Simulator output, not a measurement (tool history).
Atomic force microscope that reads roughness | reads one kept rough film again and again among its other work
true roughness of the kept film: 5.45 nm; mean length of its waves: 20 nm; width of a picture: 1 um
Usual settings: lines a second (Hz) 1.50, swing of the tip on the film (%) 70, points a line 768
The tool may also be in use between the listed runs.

run   hour  lines a second (Hz)  swing of the tip on the film (%)  points a line  roughness of the kept film (nm (root mean square))
  1    0.0                 1.50                                70            768                                               3.026
  2   19.0                 1.50                                70            768                                               2.640
      25.6  -- new tip fitted
  3   40.1                 1.50                                70            768                                               3.327
  4   61.1                 1.50                                70            768                                               2.875
      75.2  -- new tip fitted
  5   76.4                 1.50                                70            768                                               3.594
  6   93.3                 1.50                                70            768                                               3.140
  7  112.4                 1.50                                70            768                                               2.760
     123.2  -- new tip fitted
  8  132.0                 1.50                                70            768                                               3.441
  9  156.1                 1.50                                70            375                                               2.786
 10  168.0                 1.50                                70            768                                               2.591
     171.5  -- new tip fitted
 11  190.0                 1.50                                70            768                                               3.175
 12  200.4                 1.50                                70           1002                                               2.946
 13  217.4                 1.50                                70           1002                                               2.629
     219.6  -- new tip fitted
 14  228.3                 1.50                                62            768                                               3.484
 15  246.7                 1.50                                62            768                                               2.984
     268.2  -- new tip fitted
 16  270.7                 1.50                                62            768                                               3.727
 17  288.7                 1.50                                70            439                                               3.078
 18  306.4                 1.50                                70            768                                               2.790
     316.3  -- new tip fitted
 19  317.3                 1.50                                70            768                                               3.590
 20  342.5                 1.50                                70            768                                               2.941
 21  360.4                 1.50                                70            768                                               2.616
     364.6  -- new tip fitted
 22  380.2                 1.50                                59            768                                               3.257
 23  394.9                 1.50                                59            768                                               2.962
     412.6  -- new tip fitted
 24  420.8                 1.50                                59            768                                               3.596
 25  445.1                 1.17                                70            768                                               2.948
 26  456.2                 1.17                                70            768                                               2.708
     460.7  -- new tip fitted
 27  473.5                 1.17                                70            768                                               3.376
 28  492.9                 1.87                                58            878                                               2.955
 29  506.4                 2.51                                58            878                                               2.663
     508.7  -- new tip fitted
 30  530.1                 2.51                                58            804                                               3.083
 31  546.8                 0.53                                79            461                                               2.739
     556.9  -- new tip fitted
 32  565.5                 3.24                                56            278                                               3.275
 33  586.5                 1.29                                64            959                                               2.906
     605.8  -- new tip fitted
 34  606.1                 2.14                                84            959                                               3.406
 35  617.1                 2.14                                84            959                                               3.080
 36  638.3                 2.14                                84            959                                               2.630
     654.1  -- new tip fitted
 37  658.8                 1.79                                70            281                                               3.375
 38  675.1                 1.94                                70            638                                               2.988
 39  693.0                 0.95                                83            533                                               2.626

The next listed run, before its measurement:
     702.3  -- new tip fitted
 40  704.9                 0.95                                83            533                                                   ?

{"run 40": {"roughness of the kept film (nm (root mean square))": 3.596}}
Without the tool's hidden state the same run would have given roughness of the kept film (nm (root mean square)) 3.698.
